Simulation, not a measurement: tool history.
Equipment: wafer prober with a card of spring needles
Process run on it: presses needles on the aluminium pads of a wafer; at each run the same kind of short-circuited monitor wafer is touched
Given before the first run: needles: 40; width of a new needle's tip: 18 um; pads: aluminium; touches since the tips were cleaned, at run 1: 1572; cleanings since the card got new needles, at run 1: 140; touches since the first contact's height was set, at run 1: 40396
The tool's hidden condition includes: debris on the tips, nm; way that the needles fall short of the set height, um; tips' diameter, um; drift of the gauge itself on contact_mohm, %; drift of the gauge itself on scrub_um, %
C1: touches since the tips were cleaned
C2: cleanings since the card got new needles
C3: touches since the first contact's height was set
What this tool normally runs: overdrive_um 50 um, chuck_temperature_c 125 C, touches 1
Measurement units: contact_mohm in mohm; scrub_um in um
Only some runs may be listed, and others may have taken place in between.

run 1 hour=0.0 | overdrive_um=50 chuck_temperature_c=125 touches=1 | C1=1572 C2=140 C3=40396 | contact_mohm=240 scrub_um=6.33
-- hour=4.5 tips cleaned on abrasive film
-- hour=13.3 tips cleaned on abrasive film
-- hour=22.2 tips cleaned on abrasive film
-- hour=33.2 tips cleaned on abrasive film
run 2 hour=41.3 | overdrive_um=50 chuck_temperature_c=125 touches=1 | C1=2189 C2=144 C3=51409 | contact_mohm=253 scrub_um=6.35
-- hour=43.6 tips cleaned on abrasive film
-- hour=52.5 tips cleaned on abrasive film
-- hour=61.3 tips cleaned on abrasive film
-- hour=70.2 tips cleaned on abrasive film
-- hour=79.0 tips cleaned on abrasive film
-- hour=90.0 tips cleaned on abrasive film
-- hour=98.9 tips cleaned on abrasive film
run 3 hour=99.7 | overdrive_um=50 chuck_temperature_c=125 touches=1 | C1=225 C2=151 C3=66928 | contact_mohm=203 scrub_um=6.22
-- hour=108.6 tips cleaned on abrasive film
-- hour=117.4 tips cleaned on abrasive film
-- hour=126.3 tips cleaned on abrasive film
run 4 hour=131.5 | overdrive_um=50 chuck_temperature_c=38 touches=1 | C1=1412 C2=154 C3=75400 | contact_mohm=233 scrub_um=6.25
-- hour=136.0 tips cleaned on abrasive film
-- hour=147.0 tips cleaned on abrasive film
-- hour=155.9 tips cleaned on abrasive film
run 5 hour=162.9 | overdrive_um=53 chuck_temperature_c=125 touches=1 | C1=1885 C2=157 C3=83755 | contact_mohm=244 scrub_um=6.58
-- hour=165.2 tips cleaned on abrasive film
-- hour=174.0 tips cleaned on abrasive film
-- hour=182.9 tips cleaned on abrasive film
-- hour=191.7 tips cleaned on abrasive film
-- hour=200.5 tips cleaned on abrasive film
run 6 hour=205.8 | overdrive_um=53 chuck_temperature_c=125 touches=1 | C1=1419 C2=162 C3=95175 | contact_mohm=237 scrub_um=6.58
-- hour=210.3 tips cleaned on abrasive film
-- hour=219.1 tips cleaned on abrasive film
-- hour=228.0 tips cleaned on abrasive film
-- hour=236.8 tips cleaned on abrasive film
run 7 hour=241.8 | overdrive_um=53 chuck_temperature_c=125 touches=1 | C1=1324 C2=166 C3=104734 | contact_mohm=238 scrub_um=6.54
-- hour=246.2 tips cleaned on abrasive film
-- hour=257.3 tips cleaned on abrasive film
-- hour=266.1 tips cleaned on abrasive film
-- hour=274.9 tips cleaned on abrasive film
-- hour=283.8 tips cleaned on abrasive film
-- hour=295.8 card fitted with new needles
-- hour=304.6 tips cleaned on abrasive film
-- hour=313.5 tips cleaned on abrasive film
-- hour=322.3 tips cleaned on abrasive film
run 8 hour=326.3 | overdrive_um=53 chuck_temperature_c=125 touches=1 | C1=1065 C2=3 C3=8124 | contact_mohm=213 scrub_um=6.87
-- hour=332.9 tips cleaned on abrasive film
-- hour=341.8 tips cleaned on abrasive film
-- hour=352.8 tips cleaned on abrasive film
-- hour=361.7 tips cleaned on abrasive film
run 9 hour=367.4 | overdrive_um=53 chuck_temperature_c=125 touches=1 | C1=1536 C2=7 C3=19073 | contact_mohm=216 scrub_um=6.83
-- hour=371.9 tips cleaned on abrasive film
-- hour=380.7 tips cleaned on abrasive film
-- hour=389.5 tips cleaned on abrasive film
-- hour=398.4 tips cleaned on abrasive film
-- hour=407.2 tips cleaned on abrasive film
-- hour=416.1 tips cleaned on abrasive film
-- hour=424.9 tips cleaned on abrasive film
-- hour=433.8 tips cleaned on abrasive film
run 10 hour=436.5 | overdrive_um=53 chuck_temperature_c=125 touches=1 | C1=740 C2=15 C3=37459 | contact_mohm=204 scrub_um=6.72
-- hour=443.2 tips cleaned on abrasive film
-- hour=452.0 tips cleaned on abrasive film
-- hour=460.9 tips cleaned on abrasive film
-- hour=469.7 tips cleaned on abrasive film
-- hour=478.6 tips cleaned on abrasive film
-- hour=489.6 tips cleaned on abrasive film
-- hour=500.6 tips cleaned on abrasive film
run 11 hour=502.8 | overdrive_um=53 chuck_temperature_c=125 touches=1 | C1=580 C2=22 C3=55097 | contact_mohm=200 scrub_um=6.68
-- hour=511.6 tips cleaned on abrasive film
-- hour=520.5 tips cleaned on abrasive film
-- hour=531.5 tips cleaned on abrasive film
-- hour=542.6 tips cleaned on abrasive film
-- hour=553.6 tips cleaned on abrasive film
-- hour=562.4 tips cleaned on abrasive film
-- hour=571.3 tips cleaned on abrasive film
run 12 hour=574.3 | overdrive_um=50 chuck_temperature_c=125 touches=2 | C1=801 C2=29 C3=74133 | contact_mohm=204 scrub_um=6.27
-- hour=580.9 tips cleaned on abrasive film
-- hour=589.8 tips cleaned on abrasive film
-- hour=598.6 tips cleaned on abrasive film
-- hour=609.6 tips cleaned on abrasive film
-- hour=618.5 tips cleaned on abrasive film
-- hour=627.3 tips cleaned on abrasive film
-- hour=636.2 tips cleaned on abrasive film
-- hour=645.0 tips cleaned on abrasive film
run 13 hour=648.3 | overdrive_um=42 chuck_temperature_c=95 touches=3 | C1=886 C2=37 C3=93844 | contact_mohm=203 scrub_um=5.20

Run 14, settings as shown, results not yet in. Your forecast:
-- hour=655.0 tips cleaned on abrasive film
-- hour=666.0 tips cleaned on abrasive film
-- hour=677.0 tips cleaned on abrasive film
-- hour=685.9 tips cleaned on abrasive film
-- hour=694.7 tips cleaned on abrasive film
run 14 hour=701.7 | overdrive_um=42 chuck_temperature_c=95 touches=3 | C1=1866 C2=42 C3=108064 | contact_mohm=? scrub_um=?

{"run 14": {"contact_mohm": 218, "scrub_um": 5.1}}
If the tool had no hidden condition, the same run with the same run-to-run variation would have returned contact_mohm 187 mohm, scrub_um 5.42 um.
